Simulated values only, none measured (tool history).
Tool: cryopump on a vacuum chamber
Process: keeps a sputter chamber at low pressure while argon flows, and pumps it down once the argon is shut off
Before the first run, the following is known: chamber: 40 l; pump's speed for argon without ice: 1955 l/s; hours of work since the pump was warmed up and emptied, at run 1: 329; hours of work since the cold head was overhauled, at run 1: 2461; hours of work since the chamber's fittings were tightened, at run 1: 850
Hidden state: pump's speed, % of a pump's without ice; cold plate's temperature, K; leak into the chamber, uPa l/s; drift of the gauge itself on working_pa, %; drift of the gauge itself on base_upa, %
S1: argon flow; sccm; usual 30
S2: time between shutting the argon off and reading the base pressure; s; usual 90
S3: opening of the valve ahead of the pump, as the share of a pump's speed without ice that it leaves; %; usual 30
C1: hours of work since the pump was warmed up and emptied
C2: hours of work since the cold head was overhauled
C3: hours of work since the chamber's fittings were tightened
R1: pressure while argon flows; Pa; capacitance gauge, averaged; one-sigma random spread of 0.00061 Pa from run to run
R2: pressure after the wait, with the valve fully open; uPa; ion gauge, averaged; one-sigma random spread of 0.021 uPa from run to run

run 1 hour=0.0 | S1=30 S2=90 S3=30 | C1=329 C2=2461 C3=850 | R1=0.0999 R2=0.91
run 2 hour=85.6 | S1=30 S2=90 S3=30 | C1=382 C2=2514 C3=903 | R1=0.1022 R2=0.94
-- hour=100.0 pump warmed up, emptied and cooled again
run 3 hour=168.5 | S1=20 S2=90 S3=30 | C1=42 C2=2562 C3=952 | R1=0.0582 R2=0.74
run 4 hour=228.0 | S1=20 S2=90 S3=30 | C1=79 C2=2599 C3=988 | R1=0.0585 R2=0.77
run 5 hour=274.7 | S1=32 S2=90 S3=30 | C1=108 C2=2627 C3=1017 | R1=0.0957 R2=0.81
run 6 hour=363.4 | S1=30 S2=90 S3=23 | C1=163 C2=2682 C3=1072 | R1=0.1183 R2=0.82
run 7 hour=458.2 | S1=30 S2=90 S3=23 | C1=222 C2=2741 C3=1131 | R1=0.1198 R2=0.84
run 8 hour=502.6 | S1=25 S2=90 S3=30 | C1=249 C2=2768 C3=1158 | R1=0.0801 R2=0.90
run 9 hour=555.3 | S1=25 S2=90 S3=30 | C1=282 C2=2801 C3=1191 | R1=0.0810 R2=0.94
run 10 hour=646.8 | S1=18 S2=90 S3=30 | C1=338 C2=2858 C3=1247 | R1=0.0591 R2=0.97
run 11 hour=701.7 | S1=18 S2=90 S3=30 | C1=372 C2=2892 C3=1281 | R1=0.0601 R2=1.07
-- hour=736.2 pump warmed up, emptied and cooled again
run 12 hour=794.3 | S1=30 S2=90 S3=17 | C1=36 C2=2946 C3=1335 | R1=0.1548 R2=0.84
run 13 hour=880.3 | S1=30 S2=90 S3=51 | C1=89 C2=2999 C3=1389 | R1=0.0539 R2=0.85

What does the tool deliver on the next run?
run 14 hour=929.9 | S1=30 S2=90 S3=46 | C1=120 C2=3030 C3=1419 | R1=? R2=?

{"run 14": {"R1": 0.06, "R2": 0.91}}
Minus the tool's unlogged condition, the same run would have read R1 0.0563 Pa, R2 0.47 uPa.

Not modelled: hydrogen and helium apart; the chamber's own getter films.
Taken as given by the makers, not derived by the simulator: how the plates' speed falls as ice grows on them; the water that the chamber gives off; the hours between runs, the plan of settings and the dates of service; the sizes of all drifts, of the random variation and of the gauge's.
